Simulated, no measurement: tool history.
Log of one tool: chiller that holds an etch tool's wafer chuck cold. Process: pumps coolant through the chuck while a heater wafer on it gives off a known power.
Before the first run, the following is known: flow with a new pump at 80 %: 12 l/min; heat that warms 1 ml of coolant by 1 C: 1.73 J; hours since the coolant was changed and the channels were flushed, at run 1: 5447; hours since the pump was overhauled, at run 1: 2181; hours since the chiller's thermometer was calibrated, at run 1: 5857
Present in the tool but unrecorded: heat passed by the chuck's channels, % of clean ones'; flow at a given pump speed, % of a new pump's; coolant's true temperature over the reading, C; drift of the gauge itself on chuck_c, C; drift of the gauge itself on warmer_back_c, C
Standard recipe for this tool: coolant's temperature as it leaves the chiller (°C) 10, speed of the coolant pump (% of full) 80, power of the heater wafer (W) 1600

run	hour	coolant's temperature as it leaves the chiller (°C)	speed of the coolant pump (% of full)	power of the heater wafer (W)	hours since the coolant was changed and the channels were flushed	hours since the pump was overhauled	hours since the chiller's thermometer was calibrated	chuck's temperature once it has settled (°C)	how much warmer the coolant comes back (C)
1	0.0	10	80	1600	5447	2181	5857	21.8	4.73
# hour 29.2: chiller's thermometer calibrated
2	42.2	10	80	1600	5488	2222	13	23.1	4.75
3	90.6	10	80	1600	5536	2271	61	23.2	4.79
4	130.3	10	80	800	5576	2310	101	16.5	2.40
5	188.3	10	80	1600	5634	2368	159	23.0	4.73
6	243.8	10	80	1600	5689	2424	215	22.9	4.73
7	288.5	10	80	1600	5734	2469	259	23.2	4.77
8	336.6	10	80	1600	5782	2517	307	23.1	4.72
9	414.2	10	80	922	5860	2594	385	17.5	2.68
10	455.3	17	80	1600	5901	2635	426	30.1	4.74
11	535.3	10	80	1600	5981	2715	506	23.1	4.77
12	625.7	10	80	1775	6071	2806	596	24.8	5.27
13	674.4	10	80	1775	6120	2854	645	24.7	5.24
14	733.9	10	80	1775	6180	2914	705	24.7	5.24
15	776.2	10	80	1775	6222	2956	747	24.5	5.27
16	861.5	10	80	1775	6307	3042	832	24.5	5.26
# hour 919.9: coolant changed, channels flushed
17	939.3	10	73	916	19	3113	904	17.0	2.99
18	1010.1	10	73	916	90	3184	975	16.8	2.96
19	1079.9	10	65	1453	160	3254	1045	21.8	5.22
20	1158.1	10	89	1600	238	3332	1123	20.3	4.30
21	1255.5	10	89	1600	336	3430	1220	20.3	4.28
# hour 1265.1: coolant pump overhauled
22	1340.5	10	89	1600	416	75	1300	20.4	4.33
23	1401.0	10	89	1600	476	136	1361	20.3	4.39
24	1473.9	10	100	1299	549	209	1434	17.7	3.14
# hour 1515.8: coolant pump overhauled, once more
25	1520.0	11	63	1299	590	4	1475	21.5	4.71
26	1598.6	12	71	1531	669	83	1553	23.5	4.91
27	1652.0	15	80	987	722	136	1607	21.6	2.85
28	1694.9	15	80	987	765	179	1650	21.6	2.85
29	1754.1	10	60	863	824	238	1709	17.3	3.29
30	1816.0	10	66	848	886	300	1771	16.5	2.96
31	1879.6	10	66	1680	950	364	1834	23.5	5.81
32	1930.2	9	70	1401	1000	414	1885	19.7	4.57

What if the next run were any one of these 3? Each begins from the tool's condition after run 32:
A	2022.0	5	96	1600	1092	506	1977	?	?
B	2022.0	9	78	1182	1092	506	1977	?	?
C	2022.0	10	64	906	1092	506	1977	?	?

run	chuck's temperature once it has settled (°C)	how much warmer the coolant comes back (C)
A	14.5	3.89
B	17.3	3.52
C	17.2	3.27
Without the tool's hidden state the same runs would have given:
run	chuck's temperature once it has settled (°C)	how much warmer the coolant comes back (C)
A	14.5	3.91
B	17.3	3.54
C	17.2	3.29
